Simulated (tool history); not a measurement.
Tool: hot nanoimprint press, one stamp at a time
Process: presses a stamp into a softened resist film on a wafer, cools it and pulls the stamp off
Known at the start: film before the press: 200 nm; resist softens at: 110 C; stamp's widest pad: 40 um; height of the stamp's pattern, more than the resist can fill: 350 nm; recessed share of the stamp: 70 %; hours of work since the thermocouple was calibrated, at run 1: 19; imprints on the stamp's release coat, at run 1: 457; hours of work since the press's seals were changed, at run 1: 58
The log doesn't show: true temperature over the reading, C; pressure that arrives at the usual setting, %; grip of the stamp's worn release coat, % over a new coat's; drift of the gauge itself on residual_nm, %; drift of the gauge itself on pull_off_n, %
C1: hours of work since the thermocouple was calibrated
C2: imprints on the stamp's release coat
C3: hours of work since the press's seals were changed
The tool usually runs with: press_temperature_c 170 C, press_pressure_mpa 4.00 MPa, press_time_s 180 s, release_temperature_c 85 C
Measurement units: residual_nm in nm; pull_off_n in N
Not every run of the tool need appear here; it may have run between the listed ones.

run 1 hour=0.0 | press_temperature_c=170 press_pressure_mpa=4.00 press_time_s=180 release_temperature_c=85 | C1=19 C2=457 C3=58 | residual_nm=77.2 pull_off_n=202
run 2 hour=14.2 | press_temperature_c=170 press_pressure_mpa=4.00 press_time_s=180 release_temperature_c=85 | C1=25 C2=476 C3=64 | residual_nm=77.2 pull_off_n=194
run 3 hour=26.5 | press_temperature_c=170 press_pressure_mpa=4.00 press_time_s=180 release_temperature_c=85 | C1=30 C2=493 C3=69 | residual_nm=76.0 pull_off_n=204
run 4 hour=49.0 | press_temperature_c=170 press_pressure_mpa=4.00 press_time_s=180 release_temperature_c=85 | C1=39 C2=523 C3=78 | residual_nm=75.7 pull_off_n=204
run 5 hour=69.8 | press_temperature_c=170 press_pressure_mpa=5.38 press_time_s=180 release_temperature_c=85 | C1=48 C2=551 C3=86 | residual_nm=64.2 pull_off_n=209
run 6 hour=81.3 | press_temperature_c=170 press_pressure_mpa=4.00 press_time_s=264 release_temperature_c=85 | C1=53 C2=567 C3=91 | residual_nm=65.6 pull_off_n=197
run 7 hour=101.0 | press_temperature_c=170 press_pressure_mpa=4.00 press_time_s=95 release_temperature_c=85 | C1=61 C2=593 C3=99 | residual_nm=96.2 pull_off_n=203
run 8 hour=112.6 | press_temperature_c=170 press_pressure_mpa=4.00 press_time_s=95 release_temperature_c=85 | C1=65 C2=609 C3=104 | residual_nm=95.1 pull_off_n=204
run 9 hour=123.9 | press_temperature_c=170 press_pressure_mpa=4.00 press_time_s=95 release_temperature_c=85 | C1=70 C2=624 C3=109 | residual_nm=95.9 pull_off_n=202
run 10 hour=134.7 | press_temperature_c=170 press_pressure_mpa=4.00 press_time_s=95 release_temperature_c=85 | C1=74 C2=639 C3=113 | residual_nm=94.7 pull_off_n=197
run 11 hour=153.8 | press_temperature_c=170 press_pressure_mpa=4.00 press_time_s=95 release_temperature_c=85 | C1=82 C2=665 C3=121 | residual_nm=93.9 pull_off_n=208
run 12 hour=174.9 | press_temperature_c=170 press_pressure_mpa=3.87 press_time_s=180 release_temperature_c=85 | C1=91 C2=693 C3=129 | residual_nm=76.3 pull_off_n=204
run 13 hour=197.0 | press_temperature_c=170 press_pressure_mpa=3.87 press_time_s=180 release_temperature_c=85 | C1=100 C2=723 C3=138 | residual_nm=76.4 pull_off_n=207
run 14 hour=207.5 | press_temperature_c=181 press_pressure_mpa=4.00 press_time_s=180 release_temperature_c=85 | C1=104 C2=737 C3=143 | residual_nm=39.0 pull_off_n=209
run 15 hour=217.5 | press_temperature_c=170 press_pressure_mpa=4.00 press_time_s=296 release_temperature_c=85 | C1=108 C2=751 C3=147 | residual_nm=61.5 pull_off_n=206
run 16 hour=241.5 | press_temperature_c=170 press_pressure_mpa=4.00 press_time_s=163 release_temperature_c=88 | C1=118 C2=783 C3=157 | residual_nm=77.4 pull_off_n=201
run 17 hour=253.6 | press_temperature_c=172 press_pressure_mpa=4.00 press_time_s=140 release_temperature_c=84 | C1=123 C2=799 C3=161 | residual_nm=71.8 pull_off_n=204
run 18 hour=276.4 | press_temperature_c=166 press_pressure_mpa=2.73 press_time_s=135 release_temperature_c=77 | C1=132 C2=830 C3=171 | residual_nm=122.3 pull_off_n=240
run 19 hour=299.5 | press_temperature_c=166 press_pressure_mpa=2.73 press_time_s=135 release_temperature_c=77 | C1=142 C2=861 C3=180 | residual_nm=119.5 pull_off_n=252
run 20 hour=310.1 | press_temperature_c=173 press_pressure_mpa=2.87 press_time_s=219 release_temperature_c=88 | C1=146 C2=875 C3=185 | residual_nm=68.7 pull_off_n=206
run 21 hour=328.8 | press_temperature_c=173 press_pressure_mpa=2.87 press_time_s=219 release_temperature_c=88 | C1=154 C2=901 C3=192 | residual_nm=67.7 pull_off_n=204
run 22 hour=343.6 | press_temperature_c=172 press_pressure_mpa=2.87 press_time_s=219 release_temperature_c=83 | C1=160 C2=921 C3=198 | residual_nm=72.2 pull_off_n=218
run 23 hour=364.4 | press_temperature_c=170 press_pressure_mpa=6.36 press_time_s=180 release_temperature_c=78 | C1=168 C2=949 C3=207 | residual_nm=58.2 pull_off_n=246
run 24 hour=382.1 | press_temperature_c=168 press_pressure_mpa=4.83 press_time_s=301 release_temperature_c=92 | C1=175 C2=973 C3=214 | residual_nm=62.2 pull_off_n=183
run 25 hour=393.7 | press_temperature_c=168 press_pressure_mpa=4.83 press_time_s=301 release_temperature_c=92 | C1=180 C2=988 C3=219 | residual_nm=61.1 pull_off_n=193
run 26 hour=408.5 | press_temperature_c=179 press_pressure_mpa=6.27 press_time_s=210 release_temperature_c=88 | C1=186 C2=1008 C3=225 | residual_nm=32.0 pull_off_n=205
run 27 hour=424.1 | press_temperature_c=177 press_pressure_mpa=6.27 press_time_s=300 release_temperature_c=88 | C1=192 C2=1029 C3=231 | residual_nm=30.5 pull_off_n=205
run 28 hour=444.7 | press_temperature_c=167 press_pressure_mpa=4.69 press_time_s=180 release_temperature_c=85 | C1=201 C2=1057 C3=239 | residual_nm=81.4 pull_off_n=225
run 29 hour=467.1 | press_temperature_c=174 press_pressure_mpa=3.90 press_time_s=231 release_temperature_c=90 | C1=210 C2=1087 C3=249 | residual_nm=51.9 pull_off_n=210

Here are 5 independent what-if runs from the current tool condition. What would each one return?
run A hour=489.1 | press_temperature_c=165 press_pressure_mpa=4.00 press_time_s=180 release_temperature_c=85 | C1=219 C2=1117 C3=258 | residual_nm=? pull_off_n=?
run B hour=489.1 | press_temperature_c=174 press_pressure_mpa=3.90 press_time_s=231 release_temperature_c=83 | C1=219 C2=1117 C3=258 | residual_nm=? pull_off_n=?
run C hour=489.1 | press_temperature_c=166 press_pressure_mpa=3.90 press_time_s=247 release_temperature_c=84 | C1=219 C2=1117 C3=258 | residual_nm=? pull_off_n=?
run D hour=489.1 | press_temperature_c=174 press_pressure_mpa=4.28 press_time_s=231 release_temperature_c=72 | C1=219 C2=1117 C3=258 | residual_nm=? pull_off_n=?
run E hour=489.1 | press_temperature_c=178 press_pressure_mpa=4.00 press_time_s=180 release_temperature_c=85 | C1=219 C2=1117 C3=258 | residual_nm=? pull_off_n=?

run=A residual_nm=98.3 pull_off_n=215
run=B residual_nm=52.5 pull_off_n=225
run=C residual_nm=82.8 pull_off_n=221
run=D residual_nm=49.1 pull_off_n=271
run=E residual_nm=45.8 pull_off_n=227
With the hidden condition removed and each run's random variation left untouched, the same runs would have given:
run=A residual_nm=102.1 pull_off_n=175
run=B residual_nm=54.4 pull_off_n=184
run=C residual_nm=86.2 pull_off_n=180
run=D residual_nm=50.9 pull_off_n=221
run=E residual_nm=47.4 pull_off_n=185
